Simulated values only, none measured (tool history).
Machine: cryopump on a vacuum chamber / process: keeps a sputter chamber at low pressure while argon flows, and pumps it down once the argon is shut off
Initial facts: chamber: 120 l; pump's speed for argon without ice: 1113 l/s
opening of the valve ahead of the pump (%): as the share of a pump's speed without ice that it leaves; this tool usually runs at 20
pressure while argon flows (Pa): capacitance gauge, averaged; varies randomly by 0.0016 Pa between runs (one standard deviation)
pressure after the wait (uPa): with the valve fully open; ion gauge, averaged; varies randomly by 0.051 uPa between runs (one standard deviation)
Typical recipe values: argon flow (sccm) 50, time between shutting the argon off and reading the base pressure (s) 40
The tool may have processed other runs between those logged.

run,day,argon flow (sccm),time between shutting the argon off and reading the base pressure (s),opening of the valve ahead of the pump (%),pressure while argon flows (Pa),pressure after the wait (uPa)
1,0,50,40,20,0.3811,4.45
2,1.675,50,40,20,0.3807,4.49
3,2.558,50,40,20,0.3846,4.47
4,4.004,50,40,20,0.385,4.53
5,5.921,50,40,20,0.3858,4.63
6,7.496,50,40,20,0.3856,4.56
7,8.358,80,24,27,0.4627,6.41
8,9.683,50,181,24,0.3214,2.4
9,11.4,88,58,24,0.569,3.9
10,12.675,49,43,45,0.1716,4.52
11,14.583,49,43,45,0.1734,4.44
12,16.296,49,43,45,0.1741,4.55

Below, some changes in pressure while argon flows (Pa) between adjacent runs. For each, the amount present without the hidden state too (settings, incoming material, random variation) and the amount remaining for the hidden state with gauge scatter not shared by both compared results:
What the log doesn't record here: pump's speed, % of a pump's without ice; cold plate's temperature, K; leak into the chamber, uPa l/s; drift of the gauge itself on working_pa, %; drift of the gauge itself on base_upa, %.
Run 8 -> 9: argon flow (sccm) 50 -> 88, time between shutting the argon off and reading the base pressure (s) 181 -> 58. pressure while argon flows (Pa) +0.2476: hidden state +0.0057, all else +0.2419.
Run 9 -> 10: argon flow (sccm) 88 -> 49, time between shutting the argon off and reading the base pressure (s) 58 -> 43, opening of the valve ahead of the pump (%) 24 -> 45. pressure while argon flows (Pa) -0.3974: hidden state -0.005, all else -0.3924.
